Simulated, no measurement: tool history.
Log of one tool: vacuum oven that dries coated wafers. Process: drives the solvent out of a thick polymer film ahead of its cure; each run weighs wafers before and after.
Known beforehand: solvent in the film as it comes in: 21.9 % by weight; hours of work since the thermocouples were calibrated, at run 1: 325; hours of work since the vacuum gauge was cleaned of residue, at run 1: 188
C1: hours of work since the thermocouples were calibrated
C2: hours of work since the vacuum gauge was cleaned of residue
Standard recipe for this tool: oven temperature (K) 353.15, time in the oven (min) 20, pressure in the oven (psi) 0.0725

Run 1, hour 0.0: usual settings; C1 325; C2 188. Result: solvent left in the film (%) 0.96.
Run 2, hour 13.7: usual settings; C1 332; C2 194. Result: solvent left in the film (%) 0.91.
Run 3, hour 31.3: usual settings but pressure in the oven (psi) 0.0776; C1 340; C2 202. Result: solvent left in the film (%) 0.96.
Run 4, hour 59.0: usual settings but pressure in the oven (psi) 0.0776; C1 352; C2 215. Result: solvent left in the film (%) 0.91.
Run 5, hour 80.3: usual settings but pressure in the oven (psi) 0.0776; C1 362; C2 225. Result: solvent left in the film (%) 0.89.
Run 6, hour 102.2: usual settings but pressure in the oven (psi) 0.0724; C1 372; C2 235. Result: solvent left in the film (%) 0.91.
Run 7, hour 118.4: usual settings but pressure in the oven (psi) 0.0724; C1 380; C2 242. Result: solvent left in the film (%) 0.94.
Run 8, hour 144.7: usual settings but pressure in the oven (psi) 0.0724; C1 392; C2 255. Result: solvent left in the film (%) 0.88.
Run 9, hour 174.8: usual settings but oven temperature (K) 340.15, time in the oven (min) 14; C1 406; C2 268. Result: solvent left in the film (%) 8.06.
Run 10, hour 205.7: usual settings but oven temperature (K) 354.15, time in the oven (min) 15, pressure in the oven (psi) 0.0380; C1 420; C2 283. Result: solvent left in the film (%) 1.44.
Run 11, hour 221.5: usual settings but oven temperature (K) 347.15, time in the oven (min) 24, pressure in the oven (psi) 0.0767; C1 427; C2 290. Result: solvent left in the film (%) 1.77.
Run 12, hour 235.2: usual settings but oven temperature (K) 344.15, pressure in the oven (psi) 0.0379; C1 434; C2 296. Result: solvent left in the film (%) 3.78.

Forecast run 13:
Run 13, hour 266.9: usual settings but oven temperature (K) 344.15, pressure in the oven (psi) 0.0379; C1 448; C2 311. Result: solvent left in the film (%) ?.

{"run 13": {"solvent left in the film (%)": 3.69}}
With no hidden state in the tool, this same run would have given solvent left in the film (%) 3.85.
